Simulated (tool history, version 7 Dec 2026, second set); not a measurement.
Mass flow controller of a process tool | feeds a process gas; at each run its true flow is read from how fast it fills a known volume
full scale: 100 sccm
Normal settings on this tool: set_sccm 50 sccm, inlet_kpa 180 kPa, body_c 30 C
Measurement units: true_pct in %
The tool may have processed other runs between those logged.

run      day  set_sccm  inlet_kpa  body_c  true_pct
  1    0.000        50        180      30     97.04
  2   10.958        50        180      30     96.95
  3   27.508        50        199      30     96.96
  4   46.496        50        199      30     97.06
  5   56.350        50        199      30     96.83
  6   75.600        50        199      26     97.20
  7   84.762        50        248      30     97.22
  8  104.642        50        180      30     96.80
  9  116.358        50        180      30     96.78
 10  135.700        67        180      30     97.89
 11  146.579        67        180      30     97.72
 12  165.938        50        180      30     96.74
     170.896  -- controller's zero set anew
 13  186.208        17        180      30     98.87
 14  199.642        17        180      30     98.88
 15  215.788        17        180      30     98.72
 16  228.875        17        180      30     98.67
 17  240.029        50        217      30     99.67
 18  250.229        50        217      22    100.35
 19  261.621        50        217      22    100.19
 20  272.554        50        217      22    100.28
 21  281.721        50        217      22    100.20
 22  295.862        50        180      30     99.38
 23  314.446        50        180      30     99.55
 24  330.654        50        180      30     99.49
 25  350.150        50        180      30     99.42
 26  366.754        50        180      30     99.28
 27  377.662        50        180      30     99.42
 28  392.396        50        180      30     99.20
 29  403.267        13        180      23     96.95
 30  422.521        37        193      22     99.29
 31  438.904        32        165      23     98.85
 32  449.700        36        170      28     98.66
 33  466.721        50        210      36     98.76
 34  482.675        23        250      36     97.22
 35  494.600        23        250      36     97.14
 36  507.667        23        250      36     97.13
 37  519.888        87        174      28    100.28

Predict the results of run 38:
 38  535.688        27        207      36         ?

{"run 38": {"true_pct": 97.09}}
If the tool had no hidden condition, the same run with the same run-to-run variation would have returned true_pct 97.73 %.
